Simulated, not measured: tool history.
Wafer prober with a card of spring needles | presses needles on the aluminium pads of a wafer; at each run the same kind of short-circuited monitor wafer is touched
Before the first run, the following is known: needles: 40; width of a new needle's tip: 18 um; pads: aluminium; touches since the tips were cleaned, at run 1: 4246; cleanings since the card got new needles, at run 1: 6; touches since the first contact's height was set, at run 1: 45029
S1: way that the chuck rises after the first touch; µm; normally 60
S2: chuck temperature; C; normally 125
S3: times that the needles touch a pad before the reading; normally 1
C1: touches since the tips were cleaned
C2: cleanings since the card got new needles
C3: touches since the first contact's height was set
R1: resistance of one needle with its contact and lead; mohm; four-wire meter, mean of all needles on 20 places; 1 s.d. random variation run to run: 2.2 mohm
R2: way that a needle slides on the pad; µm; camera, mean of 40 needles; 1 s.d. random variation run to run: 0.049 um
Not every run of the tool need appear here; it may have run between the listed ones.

| run | hour | S1 | S2 | S3 | C1 | C2 | C3 | R1 | R2 |
|---|---|---|---|---|---|---|---|---|---|
| 1 | 0.0 | 60 | 125 | 1 | 4246 | 6 | 45029 | 243 | 10.03 |
|  | 3.4 | tips cleaned on abrasive film |
| 2 | 4.3 | 60 | 28 | 1 | 431 | 7 | 47228 | 219 | 10.06 |
| 3 | 11.5 | 60 | 28 | 1 | 4289 | 7 | 51086 | 216 | 10.11 |
|  | 15.2 | tips cleaned on abrasive film |
| 4 | 17.6 | 60 | 125 | 2 | 1286 | 8 | 54253 | 245 | 10.05 |
| 5 | 23.4 | 60 | 125 | 2 | 4325 | 8 | 57292 | 244 | 10.07 |
|  | 26.6 | tips cleaned on abrasive film |
| 6 | 32.5 | 60 | 125 | 2 | 3113 | 9 | 62090 | 244 | 10.10 |
|  | 38.0 | tips cleaned on abrasive film |
| 7 | 42.1 | 60 | 125 | 2 | 2211 | 10 | 67135 | 245 | 9.96 |
| 8 | 47.1 | 60 | 125 | 2 | 4829 | 10 | 69753 | 243 | 10.01 |
|  | 49.3 | tips cleaned on abrasive film |
| 9 | 51.7 | 60 | 125 | 2 | 1267 | 11 | 72155 | 240 | 10.08 |
| 10 | 56.4 | 60 | 125 | 2 | 3764 | 11 | 74652 | 244 | 10.03 |
|  | 61.0 | tips cleaned on abrasive film |
| 11 | 62.1 | 43 | 125 | 1 | 601 | 12 | 77621 | 261 | 7.25 |
| 12 | 66.5 | 43 | 125 | 2 | 2918 | 12 | 79938 | 257 | 7.17 |
|  | 72.7 | tips cleaned on abrasive film |
| 13 | 73.2 | 43 | 125 | 2 | 228 | 13 | 83398 | 261 | 7.20 |
| 14 | 82.6 | 43 | 125 | 2 | 5206 | 13 | 88376 | 262 | 7.11 |
|  | 84.2 | tips cleaned on abrasive film |
| 15 | 91.7 | 43 | 125 | 2 | 3975 | 14 | 93188 | 259 | 7.20 |
|  | 96.3 | tips cleaned on abrasive film |
| 16 | 97.1 | 60 | 125 | 1 | 418 | 15 | 95991 | 242 | 10.07 |
| 17 | 103.0 | 60 | 125 | 2 | 3523 | 15 | 99096 | 241 | 10.11 |
|  | 108.0 | tips cleaned on abrasive film |
| 18 | 108.0 | 60 | 125 | 2 | 0 | 16 | 101687 | 245 | 10.06 |
| 19 | 116.2 | 70 | 27 | 1 | 4367 | 16 | 106054 | 210 | 11.68 |
|  | 119.4 | tips cleaned on abrasive film |
| 20 | 125.6 | 70 | 27 | 1 | 3276 | 17 | 110970 | 208 | 11.73 |
|  | 130.8 | tips cleaned on abrasive film |
| 21 | 131.7 | 70 | 27 | 1 | 499 | 18 | 114163 | 208 | 11.70 |
|  | 136.5 | height of the first contact set anew |
| 22 | 139.2 | 70 | 27 | 1 | 4296 | 18 | 1453 | 206 | 11.72 |
|  | 142.7 | tips cleaned on abrasive film |
| 23 | 147.4 | 45 | 72 | 1 | 2453 | 19 | 5710 | 240 | 7.56 |
| 24 | 153.8 | 70 | 90 | 2 | 5891 | 19 | 9148 | 227 | 11.70 |
|  | 154.7 | tips cleaned on abrasive film |
| 25 | 159.6 | 70 | 90 | 3 | 2634 | 20 | 12162 | 227 | 11.78 |
|  | 166.5 | tips cleaned on abrasive film |
| 26 | 167.5 | 70 | 90 | 3 | 532 | 21 | 16297 | 227 | 11.80 |
| 27 | 175.2 | 57 | 112 | 1 | 4577 | 21 | 20342 | 242 | 9.52 |
|  | 178.1 | tips cleaned on abrasive film |
| 28 | 180.7 | 57 | 112 | 1 | 1408 | 22 | 23226 | 241 | 9.52 |
| 29 | 186.3 | 57 | 112 | 1 | 4373 | 22 | 26191 | 240 | 9.47 |
|  | 189.4 | tips cleaned on abrasive film |
| 30 | 192.0 | 77 | 102 | 1 | 1341 | 23 | 29125 | 226 | 12.99 |
| 31 | 199.6 | 77 | 102 | 1 | 5396 | 23 | 33180 | 228 | 12.89 |
|  | 201.3 | tips cleaned on abrasive film |
| 32 | 204.6 | 77 | 102 | 1 | 1765 | 24 | 35764 | 228 | 12.93 |
| 33 | 209.4 | 44 | 37 | 2 | 4293 | 24 | 38292 | 227 | 7.39 |

Consider 5 possible next runs. They are alternatives, not a sequence: every one starts from the tool as it was left by run 33. What does each give?
|  | 212.6 | tips cleaned on abrasive film |
| A | 214.6 | 60 | 125 | 1 | 1032 | 25 | 40982 | ? | ? |
|  | 212.6 | tips cleaned on abrasive film |
| B | 214.6 | 52 | 37 | 1 | 1032 | 25 | 40982 | ? | ? |
|  | 212.6 | tips cleaned on abrasive film |
| C | 214.6 | 60 | 125 | 1 | 1032 | 25 | 40982 | ? | ? |
|  | 212.6 | tips cleaned on abrasive film |
| D | 214.6 | 60 | 57 | 2 | 1032 | 25 | 40982 | ? | ? |
|  | 212.6 | tips cleaned on abrasive film |
| E | 214.6 | 42 | 60 | 2 | 1032 | 25 | 40982 | ? | ? |

| run | R1 | R2 |
|---|---|---|
| A | 242 | 9.92 |
| B | 230 | 8.77 |
| C | 242 | 10.11 |
| D | 227 | 10.00 |
| E | 242 | 7.06 |
With the hidden condition removed and each run's random variation left untouched, the same runs would have given:
| run | R1 | R2 |
|---|---|---|
| A | 242 | 9.92 |
| B | 230 | 8.77 |
| C | 242 | 10.11 |
| D | 227 | 10.00 |
| E | 242 | 7.06 |
